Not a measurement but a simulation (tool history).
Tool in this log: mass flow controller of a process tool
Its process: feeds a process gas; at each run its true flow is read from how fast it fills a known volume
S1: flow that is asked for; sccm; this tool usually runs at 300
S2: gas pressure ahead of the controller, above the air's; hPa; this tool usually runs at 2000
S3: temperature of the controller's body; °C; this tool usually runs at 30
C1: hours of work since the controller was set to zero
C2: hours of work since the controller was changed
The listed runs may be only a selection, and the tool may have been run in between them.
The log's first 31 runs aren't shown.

Run 32, day 421.958: usual settings but S1 220 sccm; C1 2294; C2 2294. Result: true flow (%) 97.83.
Run 33, day 429.829: usual settings but S1 704 sccm; C1 2393; C2 2393. Result: true flow (%) 99.19.
Run 34, day 440.029: usual settings but S1 926 sccm, S2 1800 hPa, S3 21 °C; C1 2521; C2 2521. Result: true flow (%) 100.57.
Run 35, day 456.442: usual settings but S1 926 sccm, S2 1800 hPa, S3 21 °C; C1 2726; C2 2726. Result: true flow (%) 100.56.
Run 36, day 468.421: usual settings but S1 926 sccm, S2 2150 hPa, S3 21 °C; C1 2876; C2 2876. Result: true flow (%) 100.31.
Run 37, day 476.496: usual settings but S1 113 sccm, S2 1420 hPa, S3 22 °C; C1 2977; C2 2977. Result: true flow (%) 98.57.
Run 38, day 488.858: usual settings but S1 149 sccm, S2 1610 hPa, S3 23 °C; C1 3132; C2 3132. Result: true flow (%) 98.48.
Run 39, day 503.088: usual settings but S1 149 sccm, S2 1610 hPa, S3 23 °C; C1 3310; C2 3310. Result: true flow (%) 98.71.
Run 40, day 515.112: usual settings but S1 149 sccm, S2 1610 hPa, S3 39 °C; C1 3461; C2 3461. Result: true flow (%) 97.74.
Run 41, day 526.621: usual settings but S1 249 sccm, S3 23 °C; C1 3605; C2 3605. Result: true flow (%) 98.70.
Run 42, day 538.904: usual settings but S1 347 sccm, S2 2470 hPa, S3 32 °C; C1 3759; C2 3759. Result: true flow (%) 98.16.
Run 43, day 554.208: usual settings but S1 147 sccm, S2 1850 hPa, S3 32 °C; C1 3951; C2 3951. Result: true flow (%) 98.07.
Run 44, day 568.683: usual settings but S1 147 sccm, S2 1850 hPa, S3 32 °C; C1 4132; C2 4132. Result: true flow (%) 98.19.
Run 45, day 577.867: usual settings but S1 374 sccm, S2 1930 hPa; C1 4247; C2 4247. Result: true flow (%) 98.86.
Run 46, day 593.154: usual settings but S2 2050 hPa, S3 24 °C; C1 4438; C2 4438. Result: true flow (%) 98.92.
Run 47, day 602.242: usual settings but S1 376 sccm, S2 2630 hPa, S3 22 °C; C1 4552; C2 4552. Result: true flow (%) 98.80.
Run 48, day 617.546: usual settings but S1 139 sccm, S2 2160 hPa, S3 22 °C; C1 4744; C2 4744. Result: true flow (%) 98.71.

Each row is a separate what-if for the run after 48, all from the same tool condition, not one after another. Results?
At day 618.483: gauge calibrated.
Run A, day 629.375: usual settings but S1 228 sccm, S2 1980 hPa, S3 21 °C; C1 4892; C2 4892. Result: true flow (%) ?.
At day 618.483: gauge calibrated.
Run B, day 629.375: usual settings but S1 101 sccm, S2 1640 hPa, S3 25 °C; C1 4892; C2 4892. Result: true flow (%) ?.
At day 618.483: gauge calibrated.
Run C, day 629.375: usual settings but S1 139 sccm, S2 2180 hPa, S3 33 °C; C1 4892; C2 4892. Result: true flow (%) ?.

run  true flow (%)
  A          98.08
  B          97.82
  C          97.04
What these runs would have given with no unlogged condition in the tool:
run  true flow (%)
  A          98.02
  B          97.74
  C          96.97
